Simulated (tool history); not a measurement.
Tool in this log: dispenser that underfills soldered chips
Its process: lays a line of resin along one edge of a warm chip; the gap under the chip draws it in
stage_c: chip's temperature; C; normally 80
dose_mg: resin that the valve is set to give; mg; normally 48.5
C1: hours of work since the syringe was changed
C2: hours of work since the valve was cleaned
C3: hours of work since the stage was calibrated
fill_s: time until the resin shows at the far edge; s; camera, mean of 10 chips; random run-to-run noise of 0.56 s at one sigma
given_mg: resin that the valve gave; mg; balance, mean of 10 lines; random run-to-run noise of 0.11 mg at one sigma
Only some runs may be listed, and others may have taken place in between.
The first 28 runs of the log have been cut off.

At hour 199.7: new syringe of resin.
At hour 202.7: dispensing valve cleaned and set on the balance.
Run 29, hour 203.4: usual settings but stage_c 85 C, dose_mg 49.1 mg; C1 2; C2 0; C3 367. Result: fill_s 42.5 s, given_mg 49.04 mg.
At hour 212.2: new syringe of resin.
Run 30, hour 213.3: usual settings but stage_c 85 C, dose_mg 49.1 mg; C1 1; C2 8; C3 374. Result: fill_s 39.1 s, given_mg 48.83 mg.
Run 31, hour 218.6: usual settings but stage_c 70 C, dose_mg 56.4 mg; C1 5; C2 12; C3 378. Result: fill_s 78.3 s, given_mg 56.05 mg.
At hour 223.8: new syringe of resin.
Run 32, hour 227.9: usual settings but stage_c 79 C, dose_mg 43.9 mg; C1 3; C2 19; C3 385. Result: fill_s 55.8 s, given_mg 43.49 mg.
At hour 234.9: new syringe of resin.
Run 33, hour 234.9: usual settings but stage_c 75 C, dose_mg 59.1 mg; C1 0; C2 24; C3 390. Result: fill_s 49.7 s, given_mg 58.22 mg.
Run 34, hour 240.4: usual settings but stage_c 89 C, dose_mg 47 mg; C1 4; C2 28; C3 394. Result: fill_s 43.2 s, given_mg 46.31 mg.
At hour 246.1: new syringe of resin.
Run 35, hour 248.1: usual settings but stage_c 73 C, dose_mg 44.5 mg; C1 2; C2 33; C3 399. Result: fill_s 62 s, given_mg 43.6 mg.
At hour 257.3: new syringe of resin.
Run 36, hour 257.7: usual settings but stage_c 73 C, dose_mg 44.5 mg; C1 0; C2 40; C3 406. Result: fill_s 56.9 s, given_mg 43.18 mg.

What if the next run were any one of these 3? Each begins from the tool's condition after run 36:
Run A, hour 264.6: usual settings but stage_c 73 C, dose_mg 43.5 mg; C1 6; C2 46; C3 412. Result: fill_s ?, given_mg ?.
Run B, hour 264.6: usual settings but stage_c 65 C; C1 6; C2 46; C3 412. Result: fill_s ?, given_mg ?.
Run C, hour 264.6: usual settings but stage_c 74 C, dose_mg 43.8 mg; C1 6; C2 46; C3 412. Result: fill_s ?, given_mg ?.

run  fill_s  given_mg
  A    77.7      42.3
  B    99.1     47.29
  C    75.4     42.47
Take away the tool's hidden state, keep each run's random variation, and the runs would have read:
run  fill_s  given_mg
  A    60.2     43.56
  B    77.4      48.7
  C    58.4     43.74
